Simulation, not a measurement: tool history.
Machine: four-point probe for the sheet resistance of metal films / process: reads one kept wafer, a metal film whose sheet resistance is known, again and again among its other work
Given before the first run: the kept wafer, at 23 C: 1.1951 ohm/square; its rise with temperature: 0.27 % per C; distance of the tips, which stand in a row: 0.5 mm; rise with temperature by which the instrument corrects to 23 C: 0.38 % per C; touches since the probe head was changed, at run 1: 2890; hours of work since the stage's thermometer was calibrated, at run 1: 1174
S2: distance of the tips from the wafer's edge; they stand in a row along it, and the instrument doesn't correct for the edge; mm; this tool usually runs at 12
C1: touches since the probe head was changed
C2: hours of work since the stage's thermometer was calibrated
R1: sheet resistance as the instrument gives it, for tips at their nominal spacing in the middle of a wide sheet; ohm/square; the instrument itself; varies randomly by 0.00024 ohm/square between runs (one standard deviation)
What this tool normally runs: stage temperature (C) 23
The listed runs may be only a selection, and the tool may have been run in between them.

Run 1, hour 0: usual settings; C1 2890; C2 1174. Result: R1 1.196229 ohm/square.
Run 2, hour 11.4: usual settings but stage temperature (C) 20; C1 3129; C2 1182. Result: R1 1.20036 ohm/square.
Run 3, hour 28.8: usual settings but stage temperature (C) 20; C1 3495; C2 1194. Result: R1 1.200421 ohm/square.
Run 4, hour 45.9: usual settings; C1 3854; C2 1206. Result: R1 1.1959 ohm/square.
Run 5, hour 56.4: usual settings but S2 6 mm; C1 4073; C2 1214. Result: R1 1.199684 ohm/square.
Run 6, hour 66.1: usual settings but S2 6 mm; C1 4278; C2 1221. Result: R1 1.199561 ohm/square.
Run 7, hour 78.8: usual settings but S2 16 mm; C1 4544; C2 1230. Result: R1 1.195542 ohm/square.
Run 8, hour 90.2: usual settings but stage temperature (C) 28; C1 4784; C2 1238. Result: R1 1.189157 ohm/square.
Run 9, hour 99.6: usual settings; C1 4982; C2 1244. Result: R1 1.196758 ohm/square.
Run 10, hour 111.6: usual settings; C1 5235; C2 1253. Result: R1 1.196073 ohm/square.
Run 11, hour 132.1: usual settings; C1 5664; C2 1267. Result: R1 1.196702 ohm/square.
Run 12, hour 143.1: usual settings; C1 5896; C2 1275. Result: R1 1.195743 ohm/square.
Run 13, hour 156.5: usual settings but stage temperature (C) 26, S2 5 mm; C1 6177; C2 1285. Result: R1 1.197604 ohm/square.
Run 14, hour 168.8: usual settings but stage temperature (C) 30, S2 48 mm; C1 6436; C2 1293. Result: R1 1.185563 ohm/square.

Estimate the outcome of run 15 from the log above:
Run 15, hour 178.7: usual settings but stage temperature (C) 33, S2 10 mm; C1 6643; C2 1300. Result: R1 ?.

R1: 1.183569 ohm/square
With the hidden condition absent and the run-to-run variation left alone, this run would have shown R1 1.183592 ohm/square.
